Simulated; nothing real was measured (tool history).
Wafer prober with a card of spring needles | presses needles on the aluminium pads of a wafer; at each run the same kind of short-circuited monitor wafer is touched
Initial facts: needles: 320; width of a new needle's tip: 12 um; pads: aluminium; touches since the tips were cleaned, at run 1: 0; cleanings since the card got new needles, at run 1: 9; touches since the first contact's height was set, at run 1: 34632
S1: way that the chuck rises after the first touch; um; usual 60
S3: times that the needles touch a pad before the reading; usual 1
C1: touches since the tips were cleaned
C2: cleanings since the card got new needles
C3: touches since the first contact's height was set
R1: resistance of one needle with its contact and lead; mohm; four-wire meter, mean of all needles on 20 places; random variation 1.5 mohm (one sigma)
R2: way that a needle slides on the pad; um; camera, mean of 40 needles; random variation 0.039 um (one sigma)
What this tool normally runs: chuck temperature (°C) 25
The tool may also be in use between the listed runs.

{"run": 1, "hour": 0.0, "S1": 60, "chuck temperature (°C)": 25, "S3": 1, "C1": 0, "C2": 9, "C3": 34632, "R1": 145, "R2": 7.23}
{"hour": 6.2, "done": "tips cleaned on abrasive film"}
{"hour": 12.3, "done": "tips cleaned on abrasive film"}
{"hour": 17.8, "done": "tips cleaned on abrasive film"}
{"run": 2, "hour": 17.8, "S1": 60, "chuck temperature (°C)": 25, "S3": 1, "C1": 0, "C2": 12, "C3": 45294, "R1": 146, "R2": 7.22}
{"hour": 23.5, "done": "tips cleaned on abrasive film"}
{"hour": 29.1, "done": "tips cleaned on abrasive film"}
{"hour": 35.3, "done": "tips cleaned on abrasive film"}
{"run": 3, "hour": 35.8, "S1": 60, "chuck temperature (°C)": 25, "S3": 1, "C1": 251, "C2": 15, "C3": 56106, "R1": 144, "R2": 7.19}
{"hour": 41.8, "done": "tips cleaned on abrasive film"}
{"hour": 47.2, "done": "tips cleaned on abrasive film"}
{"run": 4, "hour": 47.9, "S1": 60, "chuck temperature (°C)": 25, "S3": 1, "C1": 412, "C2": 17, "C3": 63405, "R1": 147, "R2": 7.22}
{"hour": 53.1, "done": "tips cleaned on abrasive film"}
{"hour": 58.5, "done": "tips cleaned on abrasive film"}
{"hour": 64.5, "done": "tips cleaned on abrasive film"}
{"run": 5, "hour": 64.5, "S1": 60, "chuck temperature (°C)": 52, "S3": 1, "C1": 0, "C2": 20, "C3": 73350, "R1": 149, "R2": 7.21}
{"hour": 70.7, "done": "tips cleaned on abrasive film"}
{"run": 6, "hour": 74.5, "S1": 60, "chuck temperature (°C)": 25, "S3": 1, "C1": 2294, "C2": 21, "C3": 79391, "R1": 145, "R2": 7.24}
{"hour": 77.2, "done": "tips cleaned on abrasive film"}
{"hour": 77.5, "done": "height of the first contact set anew"}
{"hour": 84.0, "done": "tips cleaned on abrasive film"}
{"run": 7, "hour": 88.9, "S1": 58, "chuck temperature (°C)": 25, "S3": 1, "C1": 2982, "C2": 23, "C3": 6912, "R1": 146, "R2": 7.01}
{"hour": 90.3, "done": "tips cleaned on abrasive film"}
{"hour": 96.6, "done": "tips cleaned on abrasive film"}
{"run": 8, "hour": 100.2, "S1": 58, "chuck temperature (°C)": 25, "S3": 1, "C1": 2242, "C2": 25, "C3": 13715, "R1": 148, "R2": 7.01}
{"hour": 102.9, "done": "tips cleaned on abrasive film"}
{"hour": 108.4, "done": "tips cleaned on abrasive film"}
{"hour": 114.9, "done": "tips cleaned on abrasive film"}
{"run": 9, "hour": 118.2, "S1": 60, "chuck temperature (°C)": 29, "S3": 1, "C1": 2030, "C2": 28, "C3": 24528, "R1": 149, "R2": 7.3}
{"hour": 121.0, "done": "tips cleaned on abrasive film"}
{"hour": 126.6, "done": "tips cleaned on abrasive film"}
{"run": 10, "hour": 129.5, "S1": 60, "chuck temperature (°C)": 29, "S3": 1, "C1": 1752, "C2": 30, "C3": 31258, "R1": 147, "R2": 7.32}
{"hour": 132.5, "done": "tips cleaned on abrasive film"}
{"run": 11, "hour": 137.6, "S1": 60, "chuck temperature (°C)": 29, "S3": 1, "C1": 3117, "C2": 31, "C3": 36155, "R1": 150, "R2": 7.29}
{"hour": 138.7, "done": "tips cleaned on abrasive film"}
{"hour": 144.9, "done": "tips cleaned on abrasive film"}
{"run": 12, "hour": 149.4, "S1": 60, "chuck temperature (°C)": 29, "S3": 1, "C1": 2714, "C2": 33, "C3": 43234, "R1": 149, "R2": 7.25}
{"hour": 150.8, "done": "tips cleaned on abrasive film"}
{"hour": 156.4, "done": "tips cleaned on abrasive film"}
{"run": 13, "hour": 159.2, "S1": 60, "chuck temperature (°C)": 29, "S3": 3, "C1": 1697, "C2": 35, "C3": 49129, "R1": 143, "R2": 7.29}
{"hour": 162.3, "done": "tips cleaned on abrasive film"}
{"hour": 168.3, "done": "tips cleaned on abrasive film"}
{"run": 14, "hour": 168.3, "S1": 60, "chuck temperature (°C)": 29, "S3": 3, "C1": 0, "C2": 37, "C3": 54546, "R1": 149, "R2": 7.33}
{"hour": 173.7, "done": "tips cleaned on abrasive film"}
{"hour": 179.6, "done": "tips cleaned on abrasive film"}
{"hour": 185.7, "done": "tips cleaned on abrasive film"}
{"run": 15, "hour": 186.0, "S1": 60, "chuck temperature (°C)": 29, "S3": 3, "C1": 185, "C2": 40, "C3": 65190, "R1": 146, "R2": 7.31}
{"hour": 192.3, "done": "tips cleaned on abrasive film"}
{"hour": 198.6, "done": "tips cleaned on abrasive film"}
{"run": 16, "hour": 199.2, "S1": 46, "chuck temperature (°C)": 26, "S3": 2, "C1": 330, "C2": 42, "C3": 73115, "R1": 145, "R2": 5.54}

Run 17 has not been measured yet. What should we expect?
{"hour": 205.0, "done": "tips cleaned on abrasive film"}
{"hour": 210.8, "done": "tips cleaned on abrasive film"}
{"run": 17, "hour": 211.5, "S1": 58, "chuck temperature (°C)": 69, "S3": 1, "C1": 422, "C2": 44, "C3": 80491, "R1": "?", "R2": "?"}

{"run 17": {"R1": 154, "R2": 7.06}}
Had the tool carried no hidden state, the very same run would have given R1 154 mohm, R2 6.97 um.
